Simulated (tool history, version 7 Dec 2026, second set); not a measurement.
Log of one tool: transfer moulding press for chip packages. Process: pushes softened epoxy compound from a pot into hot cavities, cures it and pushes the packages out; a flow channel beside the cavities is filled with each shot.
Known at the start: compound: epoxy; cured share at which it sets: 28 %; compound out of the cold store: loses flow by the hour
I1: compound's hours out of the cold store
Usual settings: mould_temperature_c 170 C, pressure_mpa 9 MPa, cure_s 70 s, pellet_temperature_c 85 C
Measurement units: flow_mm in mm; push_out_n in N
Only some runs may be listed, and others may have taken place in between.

Run 1, hour 0: usual settings; I1 22.9. Result: flow_mm 662 mm, push_out_n 581 N.
At hour 12.3: cavities cleaned with cleaning compound and waxed.
Run 2, hour 18: usual settings but mould_temperature_c 175 C; I1 39.8. Result: flow_mm 595 mm, push_out_n 388 N.
Run 3, hour 32.6: usual settings but mould_temperature_c 169 C; I1 9.8. Result: flow_mm 697 mm, push_out_n 545 N.
At hour 39.8: plunger's sealing rings changed.
Run 4, hour 48.8: usual settings but pellet_temperature_c 81 C; I1 13.7. Result: flow_mm 749 mm, push_out_n 568 N.
At hour 61.7: cavities cleaned with cleaning compound and waxed.
Run 5, hour 62: usual settings but pellet_temperature_c 81 C; I1 14. Result: flow_mm 745 mm, push_out_n 382 N.
Run 6, hour 73.9: usual settings but pellet_temperature_c 81 C; I1 20.9. Result: flow_mm 718 mm, push_out_n 472 N.
Run 7, hour 87.2: usual settings but pellet_temperature_c 81 C; I1 35.1. Result: flow_mm 665 mm, push_out_n 555 N.
Run 8, hour 104.8: usual settings but pressure_mpa 8.45 MPa, pellet_temperature_c 81 C; I1 31.7. Result: flow_mm 658 mm, push_out_n 572 N.
At hour 109: cavities cleaned with cleaning compound and waxed.
Run 9, hour 119.1: usual settings but pellet_temperature_c 93 C; I1 13.6. Result: flow_mm 725 mm, push_out_n 465 N.
Run 10, hour 135.5: usual settings but pellet_temperature_c 93 C; I1 31.1. Result: flow_mm 673 mm, push_out_n 519 N.
Run 11, hour 148.1: usual settings; I1 40.3. Result: flow_mm 633 mm, push_out_n 566 N.
At hour 156.5: cavities cleaned with cleaning compound and waxed.
Run 12, hour 166: usual settings; I1 12.7. Result: flow_mm 725 mm, push_out_n 465 N.
Run 13, hour 178.5: usual settings but mould_temperature_c 171 C; I1 20.1. Result: flow_mm 693 mm, push_out_n 496 N.
Run 14, hour 196.8: usual settings but mould_temperature_c 171 C; I1 36.6. Result: flow_mm 648 mm, push_out_n 596 N.
At hour 204.5: cavities cleaned with cleaning compound and waxed.
Run 15, hour 211.7: usual settings but mould_temperature_c 171 C, pressure_mpa 10.98 MPa, cure_s 89 s; I1 14.3. Result: flow_mm 771 mm, push_out_n 392 N.
Run 16, hour 228.7: usual settings but mould_temperature_c 171 C, pressure_mpa 10.98 MPa, cure_s 89 s; I1 14.6. Result: flow_mm 780 mm, push_out_n 461 N.
Run 17, hour 243.3: usual settings but pressure_mpa 10.93 MPa, cure_s 64 s; I1 21.2. Result: flow_mm 736 mm, push_out_n 641 N.
At hour 251.3: cavities cleaned with cleaning compound and waxed.
Run 18, hour 260: usual settings but pellet_temperature_c 93 C; I1 28.2. Result: flow_mm 654 mm, push_out_n 424 N.
At hour 265: mould's thermocouples calibrated.
Run 19, hour 271: usual settings but pellet_temperature_c 93 C; I1 36.9. Result: flow_mm 627 mm, push_out_n 496 N.
Run 20, hour 282.3: usual settings but pressure_mpa 10.82 MPa, cure_s 58 s, pellet_temperature_c 87 C; I1 13.3. Result: flow_mm 773 mm, push_out_n 796 N.
Run 21, hour 295.8: usual settings but mould_temperature_c 166 C, pressure_mpa 7.63 MPa, cure_s 52 s; I1 31.3. Result: flow_mm 597 mm, push_out_n 1405 N.
At hour 301.5: cavities cleaned with cleaning compound and waxed.
Run 22, hour 314.7: usual settings but mould_temperature_c 166 C, pressure_mpa 7.63 MPa, cure_s 52 s; I1 15.4. Result: flow_mm 643 mm, push_out_n 1222 N.
Run 23, hour 324.5: usual settings but cure_s 105 s; I1 26.5. Result: flow_mm 650 mm, push_out_n 465 N.
At hour 339.2: plunger's sealing rings changed.
Run 24, hour 344.3: usual settings but pressure_mpa 9.59 MPa, cure_s 51 s, pellet_temperature_c 80 C; I1 35.3. Result: flow_mm 696 mm, push_out_n 1053 N.
At hour 351.5: cavities cleaned with cleaning compound and waxed.
Run 25, hour 359.5: usual settings but mould_temperature_c 164 C, pellet_temperature_c 76 C; I1 35.5. Result: flow_mm 680 mm, push_out_n 582 N.
Run 26, hour 367.2: usual settings but mould_temperature_c 176 C, pressure_mpa 9.47 MPa, pellet_temperature_c 95 C; I1 37.9. Result: flow_mm 666 mm, push_out_n 447 N.
Run 27, hour 379.9: usual settings but pressure_mpa 8.94 MPa; I1 47.5. Result: flow_mm 618 mm, push_out_n 555 N.
At hour 399.2: cavities cleaned with cleaning compound and waxed.
Run 28, hour 399.3: usual settings but pressure_mpa 8.94 MPa; I1 15.5. Result: flow_mm 720 mm, push_out_n 371 N.

Predict each of these 3 candidate next runs independently; none follows another, all start after run 28:
Run A, hour 407.4: usual settings but cure_s 91 s; I1 12.2. Result: flow_mm ?, push_out_n ?.
Run B, hour 407.4: usual settings but cure_s 57 s, pellet_temperature_c 90 C; I1 39.4. Result: flow_mm ?, push_out_n ?.
Run C, hour 407.4: usual settings but mould_temperature_c 164 C, cure_s 56 s; I1 22.4. Result: flow_mm ?, push_out_n ?.

run  flow_mm  push_out_n
  A      737         394
  B      641         586
  C      726        1070
The same runs, with their run-to-run variation unchanged, on a tool lacking any hidden condition would have given:
run  flow_mm  push_out_n
  A      758         311
  B      659         463
  C      746         847
